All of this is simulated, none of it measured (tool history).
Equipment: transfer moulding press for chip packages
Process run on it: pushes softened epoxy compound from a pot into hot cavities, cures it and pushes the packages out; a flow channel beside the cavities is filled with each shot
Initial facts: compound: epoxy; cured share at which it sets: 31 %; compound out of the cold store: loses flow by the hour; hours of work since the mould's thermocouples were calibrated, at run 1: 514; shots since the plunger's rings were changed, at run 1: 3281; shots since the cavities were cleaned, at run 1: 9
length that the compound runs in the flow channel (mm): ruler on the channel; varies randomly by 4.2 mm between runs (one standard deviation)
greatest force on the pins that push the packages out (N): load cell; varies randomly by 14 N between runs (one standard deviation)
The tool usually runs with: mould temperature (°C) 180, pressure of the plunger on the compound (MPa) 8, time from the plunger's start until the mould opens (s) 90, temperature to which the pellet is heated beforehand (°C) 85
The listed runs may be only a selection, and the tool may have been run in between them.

run	hour	mould temperature (°C)	pressure of the plunger on the compound (MPa)	time from the plunger's start until the mould opens (s)	temperature to which the pellet is heated beforehand (°C)	hours of work since the mould's thermocouples were calibrated	shots since the plunger's rings were changed	shots since the cavities were cleaned	incoming compound's hours out of the cold store	length that the compound runs in the flow channel (mm)	greatest force on the pins that push the packages out (N)
1	0	180	8	90	85	514	3281	9	21.5	607	632
2	34.6	180	8	90	85	528	3567	295	43.4	557	735
# hour 56.3: cavities cleaned with cleaning compound and waxed
3	108.4	180	8	90	85	557	4164	430	39	561	793
# hour 113.2: cavities cleaned with cleaning compound and waxed
# hour 170.1: cavities cleaned with cleaning compound and waxed
4	188.8	180	8	90	85	588	4805	155	10.3	613	756
# hour 225.2: cavities cleaned with cleaning compound and waxed
5	231	180	8	90	85	605	5141	48	47.3	533	626
# hour 283.2: cavities cleaned with cleaning compound and waxed
6	296.8	180	8	90	85	631	5673	112	8.9	611	725
# hour 337.9: cavities cleaned with cleaning compound and waxed
7	340.9	180	8	90	85	648	6026	25	41	542	662
# hour 353.7: mould's thermocouples calibrated
8	375.6	180	8	90	85	9	6296	295	46.9	523	759
# hour 397.2: cavities cleaned with cleaning compound and waxed
9	411.7	180	8	90	85	23	6583	121	31.6	550	727
# hour 441.4: plunger's sealing rings changed
# hour 455: cavities cleaned with cleaning compound and waxed
10	487.9	180	8	90	85	52	372	272	16.2	653	842
# hour 509.7: cavities cleaned with cleaning compound and waxed
11	553.7	180	8	90	85	78	904	364	46.8	575	835
# hour 566.7: cavities cleaned with cleaning compound and waxed
12	605.4	180	9.74	90	85	98	1318	319	23.7	691	829
# hour 622.9: cavities cleaned with cleaning compound and waxed
13	659	180	9.74	90	85	119	1749	298	41.6	641	785
# hour 681.6: cavities cleaned with cleaning compound and waxed
14	700.2	180	9.74	90	85	135	2078	154	13.5	710	777
# hour 737.5: cavities cleaned with cleaning compound and waxed
15	765.5	180	9.33	90	85	160	2606	232	46.6	609	729
# hour 792: cavities cleaned with cleaning compound and waxed
16	828.9	180	9.33	90	85	185	3118	305	37.7	618	773
# hour 847.7: cavities cleaned with cleaning compound and waxed
17	865.2	180	9.33	90	85	199	3406	146	17.4	665	731
# hour 905.6: cavities cleaned with cleaning compound and waxed
18	906.2	180	9.33	90	85	215	3732	5	35.9	613	647
19	951.1	180	8	75	85	233	4104	377	45.7	542	1294
# hour 962.2: cavities cleaned with cleaning compound and waxed
# hour 1018.1: cavities cleaned with cleaning compound and waxed
20	1029.9	180	8.84	90	76	263	4730	97	46.8	566	682
# hour 1072.5: cavities cleaned with cleaning compound and waxed
21	1085.4	180	8.88	118	85	285	5177	107	19.2	619	508
# hour 1129.8: cavities cleaned with cleaning compound and waxed
22	1134.7	180	8.88	76	85	304	5572	40	24.6	602	1050
# hour 1189.1: cavities cleaned with cleaning compound and waxed
23	1211.6	179	7.34	90	94	335	6196	185	37.9	524	757
# hour 1245.6: cavities cleaned with cleaning compound and waxed
24	1277.8	179	8	90	85	361	6731	266	23.6	570	822
# hour 1290: plunger's sealing rings changed
# hour 1305.4: cavities cleaned with cleaning compound and waxed
25	1319.7	179	8	90	85	376	233	118	24.2	637	772
26	1355.7	185	6.61	101	85	390	531	416	47.5	519	590

Here are 4 independent what-if runs from the current tool condition. What would each one return?
# hour 1361.4: cavities cleaned with cleaning compound and waxed
# hour 1416.6: cavities cleaned with cleaning compound and waxed
A	1430.5	175	9.85	101	92	419	1125	115	11	?	?
# hour 1361.4: cavities cleaned with cleaning compound and waxed
# hour 1416.6: cavities cleaned with cleaning compound and waxed
B	1430.5	175	8.05	103	85	419	1125	115	18.7	?	?
# hour 1361.4: cavities cleaned with cleaning compound and waxed
# hour 1416.6: cavities cleaned with cleaning compound and waxed
C	1430.5	185	6.86	101	78	419	1125	115	12	?	?
# hour 1361.4: cavities cleaned with cleaning compound and waxed
# hour 1416.6: cavities cleaned with cleaning compound and waxed
D	1430.5	179	6.61	101	81	419	1125	115	43.6	?	?

run	length that the compound runs in the flow channel (mm)	greatest force on the pins that push the packages out (N)
A	739	743
B	655	715
C	606	540
D	534	591
What these runs would have given with no unlogged condition in the tool:
run	length that the compound runs in the flow channel (mm)	greatest force on the pins that push the packages out (N)
A	755	688
B	669	661
C	619	490
D	545	541

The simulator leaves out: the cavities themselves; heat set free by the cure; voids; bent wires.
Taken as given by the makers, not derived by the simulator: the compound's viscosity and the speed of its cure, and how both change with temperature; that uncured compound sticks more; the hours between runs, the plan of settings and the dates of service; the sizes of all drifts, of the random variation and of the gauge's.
